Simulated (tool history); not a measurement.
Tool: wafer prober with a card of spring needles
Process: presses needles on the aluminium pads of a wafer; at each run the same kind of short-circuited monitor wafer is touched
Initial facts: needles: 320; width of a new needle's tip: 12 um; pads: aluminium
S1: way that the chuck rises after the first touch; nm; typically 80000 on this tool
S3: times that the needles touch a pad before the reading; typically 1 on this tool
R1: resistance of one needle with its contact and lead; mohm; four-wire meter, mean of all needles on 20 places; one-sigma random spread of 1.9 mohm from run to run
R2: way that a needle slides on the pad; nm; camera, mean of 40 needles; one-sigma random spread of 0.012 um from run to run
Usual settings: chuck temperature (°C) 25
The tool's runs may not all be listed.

Run 1, hour 0: usual settings. Result: R1 256 mohm, R2 21380 nm.
At hour 1.2: tips cleaned on abrasive film.
At hour 9.2: tips cleaned on abrasive film.
Run 2, hour 15.3: usual settings. Result: R1 256 mohm, R2 21340 nm.
At hour 16.8: tips cleaned on abrasive film.
At hour 25.8: tips cleaned on abrasive film.
Run 3, hour 27.8: usual settings. Result: R1 233 mohm, R2 21300 nm.
At hour 35.1: tips cleaned on abrasive film.
At hour 43.4: tips cleaned on abrasive film.
Run 4, hour 45.2: usual settings. Result: R1 242 mohm, R2 21280 nm.
At hour 51.6: tips cleaned on abrasive film.
At hour 60.6: tips cleaned on abrasive film.
At hour 68.4: tips cleaned on abrasive film.
At hour 68.7: height of the first contact set anew.
Run 5, hour 68.7: usual settings. Result: R1 208 mohm, R2 21510 nm.
At hour 77.9: tips cleaned on abrasive film.
At hour 85.4: tips cleaned on abrasive film.
Run 6, hour 89: usual settings but S3 2. Result: R1 228 mohm, R2 21520 nm.
At hour 93.4: tips cleaned on abrasive film.
At hour 101.9: tips cleaned on abrasive film.
At hour 109.9: tips cleaned on abrasive film.
Run 7, hour 113.2: usual settings but S3 2. Result: R1 229 mohm, R2 21470 nm.
At hour 118.7: tips cleaned on abrasive film.
At hour 126.9: tips cleaned on abrasive film.
At hour 135.7: tips cleaned on abrasive film.
Run 8, hour 136.9: usual settings but chuck temperature (°C) 59. Result: R1 228 mohm, R2 21440 nm.
At hour 144.2: tips cleaned on abrasive film.
At hour 148: tips cleaned on abrasive film, once more.
Run 9, hour 153.5: usual settings. Result: R1 251 mohm, R2 21400 nm.
At hour 157.3: tips cleaned on abrasive film.
At hour 165.6: tips cleaned on abrasive film.
Run 10, hour 166.2: usual settings. Result: R1 219 mohm, R2 21380 nm.
At hour 174.2: tips cleaned on abrasive film.
At hour 182.7: tips cleaned on abrasive film.
Run 11, hour 182.7: usual settings. Result: R1 206 mohm, R2 21340 nm.
At hour 190.4: tips cleaned on abrasive film.
At hour 198.2: tips cleaned on abrasive film.
Run 12, hour 199.8: usual settings but chuck temperature (°C) 26. Result: R1 229 mohm, R2 21320 nm.
At hour 205.9: tips cleaned on abrasive film.
Run 13, hour 211.1: usual settings but chuck temperature (°C) 26. Result: R1 243 mohm, R2 21300 nm.
At hour 213.5: tips cleaned on abrasive film.
At hour 221.3: tips cleaned on abrasive film.
At hour 229.3: tips cleaned on abrasive film.
Run 14, hour 232.6: usual settings but chuck temperature (°C) 26. Result: R1 242 mohm, R2 21270 nm.
At hour 237.9: tips cleaned on abrasive film.
At hour 242.8: height of the first contact set anew.
At hour 245.8: tips cleaned on abrasive film.
At hour 254.4: tips cleaned on abrasive film.
Run 15, hour 256.6: usual settings but chuck temperature (°C) 26. Result: R1 231 mohm, R2 21530 nm.
At hour 262.2: tips cleaned on abrasive film.
At hour 271.4: tips cleaned on abrasive film.
Run 16, hour 277.9: usual settings but chuck temperature (°C) 26. Result: R1 251 mohm, R2 21480 nm.
At hour 279.8: tips cleaned on abrasive film.
At hour 288.1: tips cleaned on abrasive film.
At hour 296.1: tips cleaned on abrasive film.
Run 17, hour 296.1: usual settings but chuck temperature (°C) 26. Result: R1 213 mohm, R2 21430 nm.
At hour 305: tips cleaned on abrasive film.
Run 18, hour 307.7: usual settings but S1 72000 nm, chuck temperature (°C) 82. Result: R1 259 mohm, R2 19290 nm.
At hour 313.1: tips cleaned on abrasive film.
At hour 321.2: tips cleaned on abrasive film.
Run 19, hour 325.1: usual settings but S1 72000 nm, chuck temperature (°C) 82. Result: R1 264 mohm, R2 19260 nm.
At hour 330: tips cleaned on abrasive film.
At hour 338: tips cleaned on abrasive film.
At hour 345.8: tips cleaned on abrasive film.
Run 20, hour 345.8: usual settings but S1 96000 nm, chuck temperature (°C) 47. Result: R1 216 mohm, R2 25680 nm.
At hour 354.8: tips cleaned on abrasive film.
At hour 363.2: tips cleaned on abrasive film.
At hour 371.3: tips cleaned on abrasive film.
Run 21, hour 371.3: usual settings but S1 82000 nm, chuck temperature (°C) 73. Result: R1 218 mohm, R2 21870 nm.
At hour 379.7: tips cleaned on abrasive film.
At hour 388.2: tips cleaned on abrasive film.
At hour 395.8: tips cleaned on abrasive film.
Run 22, hour 395.8: usual settings but chuck temperature (°C) 41, S3 2. Result: R1 209 mohm, R2 21270 nm.
At hour 403.4: tips cleaned on abrasive film.
At hour 412: tips cleaned on abrasive film.
At hour 417.5: height of the first contact set anew.
Run 23, hour 417.9: usual settings but chuck temperature (°C) 41, S3 2. Result: R1 233 mohm, R2 21540 nm.
At hour 421.1: tips cleaned on abrasive film.
At hour 429.7: tips cleaned on abrasive film.
Run 24, hour 435.4: usual settings but chuck temperature (°C) 41, S3 2. Result: R1 237 mohm, R2 21510 nm.
At hour 438.7: tips cleaned on abrasive film.
At hour 446.3: tips cleaned on abrasive film.
Run 25, hour 451.9: usual settings but chuck temperature (°C) 41, S3 2. Result: R1 235 mohm, R2 21470 nm.
At hour 455.1: tips cleaned on abrasive film.
At hour 463.6: tips cleaned on abrasive film.
At hour 472: tips cleaned on abrasive film.
Run 26, hour 476.2: usual settings but S1 70000 nm, chuck temperature (°C) 36. Result: R1 262 mohm, R2 18740 nm.
At hour 480: tips cleaned on abrasive film.
At hour 488.3: tips cleaned on abrasive film.
Run 27, hour 492.4: usual settings but S1 62000 nm, chuck temperature (°C) 105, S3 2. Result: R1 256 mohm, R2 16570 nm.
At hour 496.9: tips cleaned on abrasive film.
At hour 505.5: tips cleaned on abrasive film.
At hour 513.6: tips cleaned on abrasive film.
Run 28, hour 518: usual settings but S1 82000 nm, chuck temperature (°C) 103. Result: R1 264 mohm, R2 21900 nm.
At hour 521.4: tips cleaned on abrasive film.
At hour 529.9: tips cleaned on abrasive film.
Run 29, hour 534.9: usual settings but S1 82000 nm, chuck temperature (°C) 103. Result: R1 265 mohm, R2 21890 nm.

Each row is a separate what-if for the run after 29, all from the same tool condition, not one after another. Results?
At hour 537.9: tips cleaned on abrasive film.
At hour 545.6: tips cleaned on abrasive film.
At hour 553.8: tips cleaned on abrasive film.
Run A, hour 559.4: usual settings but S1 68000 nm, chuck temperature (°C) 36, S3 2. Result: R1 ?, R2 ?.
At hour 537.9: tips cleaned on abrasive film.
At hour 545.6: tips cleaned on abrasive film.
At hour 553.8: tips cleaned on abrasive film.
Run B, hour 559.4: usual settings but chuck temperature (°C) 40. Result: R1 ?, R2 ?.
At hour 537.9: tips cleaned on abrasive film.
At hour 545.6: tips cleaned on abrasive film.
At hour 553.8: tips cleaned on abrasive film.
Run C, hour 559.4: usual settings but S1 90000 nm, chuck temperature (°C) 103. Result: R1 ?, R2 ?.
At hour 537.9: tips cleaned on abrasive film.
At hour 545.6: tips cleaned on abrasive film.
At hour 553.8: tips cleaned on abrasive film.
Run D, hour 559.4: usual settings but S1 70000 nm, chuck temperature (°C) 28, S3 2. Result: R1 ?, R2 ?.

run   R1     R2
  A  248  18080
  B  257  21300
  C  265  23990
  D  242  18600
Take away the tool's hidden state, keep each run's random variation, and the runs would have read:
run   R1     R2
  A  210  18310
  B  210  21530
  C  223  24220
  D  206  18830
